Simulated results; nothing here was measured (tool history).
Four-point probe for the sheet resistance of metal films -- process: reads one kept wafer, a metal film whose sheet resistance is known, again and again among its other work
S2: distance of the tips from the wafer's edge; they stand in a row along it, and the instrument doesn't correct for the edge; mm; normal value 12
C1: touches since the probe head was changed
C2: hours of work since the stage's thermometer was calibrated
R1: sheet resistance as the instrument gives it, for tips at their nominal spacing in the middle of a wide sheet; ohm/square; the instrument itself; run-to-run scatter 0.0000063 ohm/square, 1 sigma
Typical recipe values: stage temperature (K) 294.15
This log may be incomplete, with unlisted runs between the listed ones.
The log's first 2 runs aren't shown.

run 3 hour=40.4 | stage_temperature_(K)=292.15 S2=12 | C1=21400 C2=929 | R1=0.031486
run 4 hour=62.4 | stage_temperature_(K)=292.15 S2=12 | C1=22698 C2=945 | R1=0.031495
run 5 hour=91 | stage_temperature_(K)=304.15 S2=12 | C1=24380 C2=967 | R1=0.031409
run 6 hour=105.2 | stage_temperature_(K)=294.15 S2=12 | C1=25219 C2=977 | R1=0.031461
run 7 hour=122 | stage_temperature_(K)=294.15 S2=12 | C1=26206 C2=990 | R1=0.031477
run 8 hour=149.2 | stage_temperature_(K)=294.15 S2=12 | C1=27807 C2=1010 | R1=0.031461
run 9 hour=170.8 | stage_temperature_(K)=294.15 S2=12 | C1=29077 C2=1027 | R1=0.031452
run 10 hour=185 | stage_temperature_(K)=294.15 S2=12 | C1=29913 C2=1037 | R1=0.031467
run 11 hour=207.5 | stage_temperature_(K)=294.15 S2=12 | C1=31236 C2=1054 | R1=0.03147
run 12 hour=220.4 | stage_temperature_(K)=294.15 S2=12 | C1=31995 C2=1064 | R1=0.031458
run 13 hour=245.5 | stage_temperature_(K)=294.15 S2=12 | C1=33473 C2=1083 | R1=0.031467
run 14 hour=265.4 | stage_temperature_(K)=294.15 S2=12 | C1=34644 C2=1097 | R1=0.031461
run 15 hour=292.5 | stage_temperature_(K)=294.15 S2=12 | C1=36237 C2=1118 | R1=0.03146
run 16 hour=318.1 | stage_temperature_(K)=296.15 S2=12 | C1=37747 C2=1137 | R1=0.031455
run 17 hour=339.6 | stage_temperature_(K)=296.15 S2=12 | C1=39014 C2=1153 | R1=0.031443
run 18 hour=367.4 | stage_temperature_(K)=294.15 S2=12 | C1=40648 C2=1174 | R1=0.031464
run 19 hour=392.9 | stage_temperature_(K)=307.15 S2=44 | C1=42151 C2=1193 | R1=0.03136
run 20 hour=407.2 | stage_temperature_(K)=293.15 S2=35 | C1=42988 C2=1204 | R1=0.031453
run 21 hour=418.7 | stage_temperature_(K)=293.15 S2=35 | C1=43664 C2=1212 | R1=0.031436
-- hour=420.6 stage's thermometer calibrated
run 22 hour=447.6 | stage_temperature_(K)=292.15 S2=10 | C1=45336 C2=20 | R1=0.031502
run 23 hour=470.5 | stage_temperature_(K)=292.15 S2=10 | C1=46685 C2=37 | R1=0.031492
run 24 hour=488.7 | stage_temperature_(K)=293.15 S2=20 | C1=47755 C2=51 | R1=0.031456
-- hour=509 stage's thermometer calibrated, once more
run 25 hour=516.7 | stage_temperature_(K)=293.15 S2=12 | C1=49374 C2=6 | R1=0.031407

Run 26 has not been measured yet. What should we expect?
run 26 hour=535.5 | stage_temperature_(K)=293.15 S2=12 | C1=50480 C2=20 | R1=?

R1: 0.03141 ohm/square
Were there no unlogged condition in the tool, this run, its random variation unchanged, would have produced R1 0.03155 ohm/square.
